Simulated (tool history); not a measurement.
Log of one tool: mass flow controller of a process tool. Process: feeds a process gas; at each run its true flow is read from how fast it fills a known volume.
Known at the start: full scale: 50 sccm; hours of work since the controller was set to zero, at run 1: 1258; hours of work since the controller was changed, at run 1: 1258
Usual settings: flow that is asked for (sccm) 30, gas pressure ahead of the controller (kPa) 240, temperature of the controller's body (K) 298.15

run    hour  flow that is asked for (sccm)  gas pressure ahead of the controller (kPa)  temperature of the controller's body (K)  hours of work since the controller was set to zero  hours of work since the controller was changed  true flow (%)
  1       0                             30                                         240                                    298.15                                                1258                                            1258          98.87
  2     132                             30                                         240                                    298.15                                                1320                                            1320          98.87
  3   355.9                             30                                         240                                    298.15                                                1426                                            1426          98.96
  4   599.2                             30                                         240                                    298.15                                                1541                                            1541          98.95
  5   745.2                             30                                         240                                    298.15                                                1610                                            1610          98.68
  6  1017.7                             30                                         240                                    298.15                                                1739                                            1739          98.79
  7  1186.4                             30                                         240                                    298.15                                                1819                                            1819          98.85
  8  1383.4                             30                                         240                                    298.15                                                1912                                            1912          98.82
  9  1594.2                             30                                         240                                    298.15                                                2012                                            2012          98.67
 10  1788.9                             36                                         158                                    303.15                                                2104                                            2104         100.07
 11  1949.1                             36                                         158                                    303.15                                                2180                                            2180         100.07

Hidden state or all else? Some run-to-run changes of true flow (%), split into what the settings, what came in and random variation would give without the hidden state, and what is left for the hidden state (with any gauge scatter that isn't in both results):
The hidden state here: flow at rest that the sensor doesn't see, % of full scale; true flow over the shown one, %; drift of the gauge itself on true_pct, %.
Run 9 -> 10: flow that is asked for (sccm) 30 -> 36, gas pressure ahead of the controller (kPa) 240 -> 158, temperature of the controller's body (K) 298.15 -> 303.15. true flow (%) +1.4: hidden state +0.15, all else +1.25.
